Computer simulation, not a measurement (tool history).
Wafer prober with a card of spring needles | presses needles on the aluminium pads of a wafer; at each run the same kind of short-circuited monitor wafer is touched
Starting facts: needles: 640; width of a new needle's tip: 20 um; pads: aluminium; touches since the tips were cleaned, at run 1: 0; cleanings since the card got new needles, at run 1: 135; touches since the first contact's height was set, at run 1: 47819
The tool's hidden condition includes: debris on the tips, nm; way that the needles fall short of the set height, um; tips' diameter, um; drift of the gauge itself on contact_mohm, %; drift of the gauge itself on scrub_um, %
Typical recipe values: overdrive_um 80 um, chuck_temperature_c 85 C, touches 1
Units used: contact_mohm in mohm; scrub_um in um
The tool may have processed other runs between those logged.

| run | hour | overdrive_um | chuck_temperature_c | touches | touches since the tips were cleaned | cleanings since the card got new needles | touches since the first contact's height was set | contact_mohm | scrub_um |
|---|---|---|---|---|---|---|---|---|---|
| 1 | 0.0 | 80 | 85 | 1 | 0 | 135 | 47819 | 169 | 14.32 |
|  | 22.6 | tips cleaned on abrasive film |
|  | 44.1 | tips cleaned on abrasive film |
|  | 65.9 | tips cleaned on abrasive film |
| 2 | 69.8 | 80 | 27 | 1 | 1321 | 138 | 71062 | 175 | 14.22 |
|  | 86.3 | tips cleaned on abrasive film |
|  | 108.8 | tips cleaned on abrasive film |
| 3 | 109.8 | 80 | 85 | 1 | 332 | 140 | 84341 | 178 | 14.22 |
|  | 132.3 | tips cleaned on abrasive film |
|  | 151.3 | tips cleaned on abrasive film |
|  | 170.7 | tips cleaned on abrasive film |
| 4 | 170.7 | 80 | 85 | 2 | 0 | 143 | 104596 | 165 | 14.14 |
|  | 175.7 | height of the first contact set anew |
|  | 194.1 | tips cleaned on abrasive film |
|  | 203.7 | tips cleaned on abrasive film, once more |
|  | 223.9 | tips cleaned on abrasive film |
| 5 | 223.9 | 80 | 85 | 2 | 0 | 146 | 16002 | 170 | 14.37 |
|  | 247.5 | tips cleaned on abrasive film |
|  | 269.9 | tips cleaned on abrasive film |
| 6 | 274.1 | 80 | 85 | 2 | 1406 | 148 | 32717 | 177 | 14.32 |
|  | 292.5 | tips cleaned on abrasive film |
|  | 315.8 | tips cleaned on abrasive film |
|  | 334.9 | tips cleaned on abrasive film |
| 7 | 334.9 | 80 | 85 | 2 | 0 | 151 | 52955 | 172 | 14.29 |
|  | 357.7 | tips cleaned on abrasive film |
|  | 380.7 | tips cleaned on abrasive film |
| 8 | 382.8 | 80 | 85 | 2 | 720 | 153 | 68903 | 170 | 14.28 |
|  | 401.8 | tips cleaned on abrasive film |
|  | 425.5 | tips cleaned on abrasive film |
|  | 447.5 | tips cleaned on abrasive film |
| 9 | 458.4 | 74 | 76 | 2 | 3639 | 156 | 94072 | 186 | 13.15 |
|  | 467.0 | tips cleaned on abrasive film |
|  | 488.7 | tips cleaned on abrasive film |
|  | 497.7 | height of the first contact set anew |
|  | 509.9 | tips cleaned on abrasive film |
|  | 530.6 | tips cleaned on abrasive film |
| 10 | 530.6 | 74 | 76 | 2 | 0 | 160 | 10927 | 165 | 13.29 |
|  | 553.7 | tips cleaned on abrasive film |
|  | 577.4 | tips cleaned on abrasive film |
| 11 | 592.8 | 74 | 76 | 2 | 5124 | 162 | 31644 | 193 | 13.26 |
|  | 596.6 | tips cleaned on abrasive film |
|  | 617.3 | tips cleaned on abrasive film |
| 12 | 633.6 | 74 | 76 | 2 | 5448 | 164 | 45240 | 195 | 13.24 |
|  | 638.5 | tips cleaned on abrasive film |
|  | 661.6 | tips cleaned on abrasive film |
|  | 684.9 | tips cleaned on abrasive film |
|  | 707.1 | tips cleaned on abrasive film |
| 13 | 707.1 | 74 | 76 | 2 | 0 | 168 | 69664 | 171 | 13.21 |

Below are 5 alternative next runs, each starting from the tool's condition after run 13. Predict each:
|  | 730.7 | tips cleaned on abrasive film |
|  | 751.7 | tips cleaned on abrasive film |
| A | 765.4 | 70 | 45 | 1 | 4571 | 170 | 89062 | ? | ? |
|  | 730.7 | tips cleaned on abrasive film |
|  | 751.7 | tips cleaned on abrasive film |
| B | 765.4 | 90 | 99 | 3 | 4571 | 170 | 89062 | ? | ? |
|  | 730.7 | tips cleaned on abrasive film |
|  | 751.7 | tips cleaned on abrasive film |
| C | 765.4 | 66 | 76 | 3 | 4571 | 170 | 89062 | ? | ? |
|  | 730.7 | tips cleaned on abrasive film |
|  | 751.7 | tips cleaned on abrasive film |
| D | 765.4 | 80 | 70 | 2 | 4571 | 170 | 89062 | ? | ? |
|  | 730.7 | tips cleaned on abrasive film |
|  | 751.7 | tips cleaned on abrasive film |
| E | 765.4 | 65 | 49 | 1 | 4571 | 170 | 89062 | ? | ? |

| run | contact_mohm | scrub_um |
|---|---|---|
| A | 209 | 12.45 |
| B | 178 | 16.05 |
| C | 188 | 11.73 |
| D | 186 | 14.26 |
| E | 220 | 11.54 |
Without the tool's hidden state the same runs would have given:
| run | contact_mohm | scrub_um |
|---|---|---|
| A | 155 | 12.59 |
| B | 165 | 16.20 |
| C | 165 | 11.88 |
| D | 161 | 14.40 |
| E | 159 | 11.69 |

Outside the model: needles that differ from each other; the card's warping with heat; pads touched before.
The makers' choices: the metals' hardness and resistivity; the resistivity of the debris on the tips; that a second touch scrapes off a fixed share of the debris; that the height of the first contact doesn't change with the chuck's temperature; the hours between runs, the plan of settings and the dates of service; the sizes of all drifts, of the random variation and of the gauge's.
